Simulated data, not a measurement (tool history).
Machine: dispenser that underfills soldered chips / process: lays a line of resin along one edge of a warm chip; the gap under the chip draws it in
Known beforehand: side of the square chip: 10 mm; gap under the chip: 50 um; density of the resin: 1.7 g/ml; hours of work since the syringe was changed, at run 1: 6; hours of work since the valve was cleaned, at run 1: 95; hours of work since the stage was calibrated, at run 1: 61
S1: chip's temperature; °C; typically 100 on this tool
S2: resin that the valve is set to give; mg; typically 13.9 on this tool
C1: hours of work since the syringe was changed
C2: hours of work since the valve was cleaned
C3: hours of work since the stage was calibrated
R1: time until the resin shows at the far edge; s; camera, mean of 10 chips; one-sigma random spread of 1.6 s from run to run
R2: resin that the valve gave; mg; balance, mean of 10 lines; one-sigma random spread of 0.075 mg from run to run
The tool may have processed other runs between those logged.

Run 1, hour 0: usual settings; C1 6; C2 95; C3 61. Result: R1 182.5 s, R2 12.83 mg.
At hour 3.1: new syringe of resin.
Run 2, hour 3.5: usual settings; C1 0; C2 98; C3 64. Result: R1 154.1 s, R2 12.79 mg.
Run 3, hour 5.4: usual settings; C1 2; C2 99; C3 65. Result: R1 159.8 s, R2 12.81 mg.
Run 4, hour 8.5: usual settings; C1 4; C2 101; C3 67. Result: R1 173.3 s, R2 12.83 mg.
Run 5, hour 12.6: usual settings; C1 7; C2 104; C3 70. Result: R1 186.3 s, R2 12.82 mg.
At hour 14.5: new syringe of resin.
Run 6, hour 15.4: usual settings; C1 1; C2 106; C3 72. Result: R1 157 s, R2 12.68 mg.
Run 7, hour 18.5: usual settings; C1 3; C2 109; C3 74. Result: R1 169.5 s, R2 12.85 mg.
At hour 22.2: dispensing valve cleaned and set on the balance.
Run 8, hour 22.8: usual settings; C1 5; C2 0; C3 77. Result: R1 174.1 s, R2 13.94 mg.
At hour 27: new syringe of resin.
Run 9, hour 27.2: usual settings but S2 15.3 mg; C1 0; C2 3; C3 80. Result: R1 155.9 s, R2 15.43 mg.
Run 10, hour 30: usual settings; C1 2; C2 6; C3 82. Result: R1 165 s, R2 13.81 mg.
Run 11, hour 33.2: usual settings; C1 5; C2 8; C3 84. Result: R1 180.8 s, R2 13.86 mg.
Run 12, hour 37.7: usual settings; C1 8; C2 11; C3 88. Result: R1 197.9 s, R2 13.83 mg.
At hour 38.2: new syringe of resin.
Run 13, hour 41.7: usual settings; C1 3; C2 14; C3 90. Result: R1 165.8 s, R2 13.88 mg.
Run 14, hour 45.2: usual settings; C1 5; C2 17; C3 93. Result: R1 181.4 s, R2 13.68 mg.
At hour 49.6: new syringe of resin.
Run 15, hour 50: usual settings; C1 0; C2 20; C3 96. Result: R1 149.1 s, R2 13.69 mg.
Run 16, hour 52.5: usual settings; C1 2; C2 22; C3 98. Result: R1 161.9 s, R2 13.66 mg.
Run 17, hour 54.9: usual settings but S2 17.1 mg; C1 4; C2 23; C3 100. Result: R1 169.2 s, R2 16.72 mg.
Run 18, hour 57.5: usual settings but S2 17.1 mg; C1 6; C2 25; C3 102. Result: R1 175.7 s, R2 16.75 mg.
Run 19, hour 59.4: usual settings but S1 93 °C, S2 17.1 mg; C1 7; C2 27; C3 103. Result: R1 239 s, R2 16.72 mg.
At hour 61.1: new syringe of resin.
Run 20, hour 62.9: usual settings but S1 107 °C; C1 1; C2 29; C3 106. Result: R1 125 s, R2 13.55 mg.
Run 21, hour 66.5: usual settings but S1 106 °C, S2 16.8 mg; C1 4; C2 32; C3 108. Result: R1 137.3 s, R2 16.33 mg.
Run 22, hour 69.2: usual settings but S1 89 °C, S2 13.4 mg; C1 6; C2 34; C3 110. Result: R1 271.4 s, R2 13.05 mg.
Run 23, hour 71.1: usual settings but S1 89 °C, S2 13.4 mg; C1 7; C2 35; C3 112. Result: R1 286.3 s, R2 13.04 mg.
At hour 72.5: new syringe of resin.
Run 24, hour 73.4: usual settings but S1 113 °C, S2 13.2 mg; C1 1; C2 37; C3 113. Result: R1 97.9 s, R2 12.73 mg.
Run 25, hour 76.8: usual settings but S1 109 °C, S2 13.4 mg; C1 3; C2 39; C3 116. Result: R1 122.3 s, R2 13.13 mg.
Run 26, hour 80.8: usual settings but S1 106 °C; C1 6; C2 42; C3 119. Result: R1 146.2 s, R2 13.44 mg.
Run 27, hour 83.1: usual settings but S1 90 °C, S2 12.7 mg; C1 8; C2 44; C3 120. Result: R1 279.5 s, R2 12.31 mg.
At hour 83.7: new syringe of resin.
Run 28, hour 87.8: usual settings but S1 97 °C, S2 12.7 mg; C1 3; C2 47; C3 124. Result: R1 189.8 s, R2 12.22 mg.
Run 29, hour 89.9: usual settings but S1 98 °C, S2 17.5 mg; C1 5; C2 49; C3 125. Result: R1 186.4 s, R2 16.96 mg.
Run 30, hour 93.3: usual settings but S1 111 °C, S2 15.1 mg; C1 7; C2 51; C3 128. Result: R1 128.5 s, R2 14.49 mg.
At hour 95.3: new syringe of resin.
Run 31, hour 97.3: usual settings but S1 86 °C, S2 17.4 mg; C1 1; C2 54; C3 130. Result: R1 259.1 s, R2 16.72 mg.
Run 32, hour 100.2: usual settings but S1 102 °C, S2 15.2 mg; C1 4; C2 56; C3 132. Result: R1 154.3 s, R2 14.66 mg.
Run 33, hour 102.8: usual settings but S2 17.5 mg; C1 6; C2 58; C3 134. Result: R1 173 s, R2 16.59 mg.
At hour 106.8: new syringe of resin.
Run 34, hour 107.5: usual settings but S1 109 °C, S2 16.9 mg; C1 1; C2 61; C3 138. Result: R1 109 s, R2 16.02 mg.
Run 35, hour 111.3: usual settings but S1 101 °C, S2 15.9 mg; C1 3; C2 64; C3 140. Result: R1 161 s, R2 14.95 mg.
Run 36, hour 114.7: usual settings but S1 107 °C, S2 17.2 mg; C1 6; C2 67; C3 143. Result: R1 139.5 s, R2 16.41 mg.

Entry by entry between the runs, the difference in hidden state between the last listed run before and the first listed run after:
Between runs 1 and 2: new syringe of resin (hour 3.1)
  resin's viscosity, % of fresh resin's: 120.2 -> 100; dose that the valve gives, % of what is set: 92.6 -> 92.42; true chip temperature over the reading, C: 0.15 -> 0.16
  measured less the result without the state, R1: +31.3 -> +0.7 s; R2: -1.02 -> -1.05 mg
Between runs 5 and 6: new syringe of resin (hour 14.5)
  resin's viscosity, % of fresh resin's: 123.2 -> 101.9; dose that the valve gives, % of what is set: 91.88 -> 91.74
  measured less the result without the state, R1: +35.8 -> +3.6 s; R2: -1.14 -> -1.15 mg
Between runs 7 and 8: dispensing valve cleaned and set on the balance (hour 22.2)
  resin's viscosity, % of fresh resin's: 109.2 -> 117.8; dose that the valve gives, % of what is set: 91.56 -> 100.17; true chip temperature over the reading, C: 0.2 -> 0.21
  measured less the result without the state, R1: +15 -> +25.2 s; R2: -1.19 -> +0.03 mg
Between runs 8 and 9: new syringe of resin (hour 27)
  resin's viscosity, % of fresh resin's: 117.8 -> 103; dose that the valve gives, % of what is set: 100.17 -> 99.93; true chip temperature over the reading, C: 0.21 -> 0.23
  measured less the result without the state, R1: +25.2 -> +3.4 s; R2: +0.03 -> -0.01 mg
Between runs 12 and 13: new syringe of resin (hour 38.2)
  resin's viscosity, % of fresh resin's: 131 -> 109.7; dose that the valve gives, % of what is set: 99.31 -> 99.1; true chip temperature over the reading, C: 0.26 -> 0.27
  measured less the result without the state, R1: +45.5 -> +13.3 s; R2: -0.1 -> -0.13 mg
Between runs 14 and 15: new syringe of resin (hour 49.6)
  resin's viscosity, % of fresh resin's: 118.8 -> 100.3; dose that the valve gives, % of what is set: 98.87 -> 98.62; true chip temperature over the reading, C: 0.28 -> 0.29
  measured less the result without the state, R1: +27.4 -> -0.9 s; R2: -0.15 -> -0.19 mg
Between runs 19 and 20: new syringe of resin (hour 61.1)
  resin's viscosity, % of fresh resin's: 124.4 -> 104.5; dose that the valve gives, % of what is set: 98.08 -> 97.88; true chip temperature over the reading, C: 0.32 -> 0.33
  measured less the result without the state, R1: +44.8 -> +4.3 s; R2: -0.32 -> -0.3 mg
Between runs 23 and 24: new syringe of resin (hour 72.5)
  resin's viscosity, % of fresh resin's: 125.8 -> 101.7; dose that the valve gives, % of what is set: 97.4 -> 97.26; true chip temperature over the reading, C: 0.35 -> 0.36
  measured less the result without the state, R1: +56.5 -> +0.8 s; R2: -0.35 -> -0.36 mg
Between runs 27 and 28: new syringe of resin (hour 83.7)
  resin's viscosity, % of fresh resin's: 126.8 -> 112.7; dose that the valve gives, % of what is set: 96.66 -> 96.4; true chip temperature over the reading, C: 0.39 -> 0.4
  measured less the result without the state, R1: +57.2 -> +20 s; R2: -0.42 -> -0.46 mg
Between runs 30 and 31: new syringe of resin (hour 95.3)
  resin's viscosity, % of fresh resin's: 127.7 -> 103.5; dose that the valve gives, % of what is set: 96.1 -> 95.89; true chip temperature over the reading, C: 0.42 -> 0.43
  measured less the result without the state, R1: +26.7 -> +5 s; R2: -0.59 -> -0.72 mg
Between runs 33 and 34: new syringe of resin (hour 106.8)
  resin's viscosity, % of fresh resin's: 117.4 -> 102.5; dose that the valve gives, % of what is set: 95.56 -> 95.3; true chip temperature over the reading, C: 0.45 -> 0.46
  measured less the result without the state, R1: +23.5 -> +1.1 s; R2: -0.77 -> -0.79 mg

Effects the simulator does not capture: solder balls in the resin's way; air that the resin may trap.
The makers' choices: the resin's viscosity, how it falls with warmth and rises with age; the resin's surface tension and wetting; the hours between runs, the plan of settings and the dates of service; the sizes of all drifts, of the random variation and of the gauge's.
